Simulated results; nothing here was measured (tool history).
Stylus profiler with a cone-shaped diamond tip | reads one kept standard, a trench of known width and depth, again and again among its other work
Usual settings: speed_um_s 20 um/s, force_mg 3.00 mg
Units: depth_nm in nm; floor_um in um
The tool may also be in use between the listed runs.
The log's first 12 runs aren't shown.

run,hour,speed_um_s,force_mg,scans with this tip,hours of work since the height scale was calibrated,depth_nm,floor_um
13,786.3,14,3.00,9407,254,1009.48,91.99
14,852.4,20,4.56,9618,291,1012.70,91.83
15,915.8,20,7.61,9821,327,1018.63,91.85
16,995.8,20,7.61,10077,372,1018.34,91.82
17,1047.7,7,1.40,10242,401,1004.66,91.82
18,1135.7,68,5.45,10524,450,1014.02,91.57
19,1194.1,47,3.65,10710,483,1010.34,91.52
20,1264.4,52,1.91,10935,522,1005.90,91.42
21,1348.8,56,2.16,11204,569,1006.02,91.40
22,1439.5,56,2.16,11494,620,1006.19,91.33
23,1481.3,10,6.56,11628,643,1015.38,91.55
# hour 1518.7: new tip fitted, height scale calibrated
24,1545.7,10,6.56,86,15,1017.16,93.81
25,1613.0,20,3.06,301,53,1010.43,93.79
26,1661.5,20,3.06,456,80,1009.77,93.71
27,1747.6,20,3.06,731,128,1010.22,93.69
28,1791.7,10,5.56,872,153,1015.80,93.69
29,1873.4,10,5.56,1133,199,1014.95,93.62
30,1944.9,27,3.64,1361,239,1011.34,93.48
31,2032.8,7,8.16,1642,288,1019.35,93.50
32,2078.4,17,1.66,1788,313,1005.66,93.35

Forecast each of these 5 alternatives for the next run:
A,2134.6,20,3.16,1967,345,?,?
B,2134.6,45,2.68,1967,345,?,?
C,2134.6,17,5.48,1967,345,?,?
D,2134.6,17,1.51,1967,345,?,?
E,2134.6,5,1.27,1967,345,?,?

run,depth_nm,floor_um
A,1009.72,93.35
B,1007.95,93.23
C,1014.43,93.36
D,1005.58,93.32
E,1004.59,93.39
Without the tool's hidden state the same runs would have given:
run,depth_nm,floor_um
A,1011.00,93.90
B,1009.23,93.79
C,1015.72,93.91
D,1006.85,93.87
E,1005.86,93.94

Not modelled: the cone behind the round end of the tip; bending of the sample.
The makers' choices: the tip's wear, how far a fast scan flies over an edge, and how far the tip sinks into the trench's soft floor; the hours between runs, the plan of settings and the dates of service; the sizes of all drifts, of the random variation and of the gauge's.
